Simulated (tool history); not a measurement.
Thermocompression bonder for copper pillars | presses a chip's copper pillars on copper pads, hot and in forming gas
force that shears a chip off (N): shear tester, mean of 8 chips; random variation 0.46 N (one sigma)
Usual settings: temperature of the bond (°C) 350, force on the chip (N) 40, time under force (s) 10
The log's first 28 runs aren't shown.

run,hour,temperature of the bond (°C),force on the chip (N),time under force (s),force that shears a chip off (N)
29,1642.4,325,48,8,52.4
30,1683.9,325,48,8,52.3
31,1732,321,25,10,28.7
32,1773.1,321,25,10,28.3
33,1843.3,339,25,10,35.3
# hour 1850.5: forming gas filter changed
34,1889.4,339,25,9,36.1
35,1928.8,349,36,10,59.9
36,1966.9,356,40,12,73.9
37,2033.3,350,50,18,90.8
38,2102.8,358,45,16,85.4
39,2147.5,358,24,11,45.1

3 ways to go on from here, each from the tool as it stands after run 39. What would each give?
A,2190.8,350,40,15,?
B,2190.8,365,24,28,?
C,2190.8,322,48,9,?

run,force that shears a chip off (N)
A,70
B,67.8
C,52.8
Without the tool's hidden state the same runs would have given:
run,force that shears a chip off (N)
A,76.4
B,74
C,57.3

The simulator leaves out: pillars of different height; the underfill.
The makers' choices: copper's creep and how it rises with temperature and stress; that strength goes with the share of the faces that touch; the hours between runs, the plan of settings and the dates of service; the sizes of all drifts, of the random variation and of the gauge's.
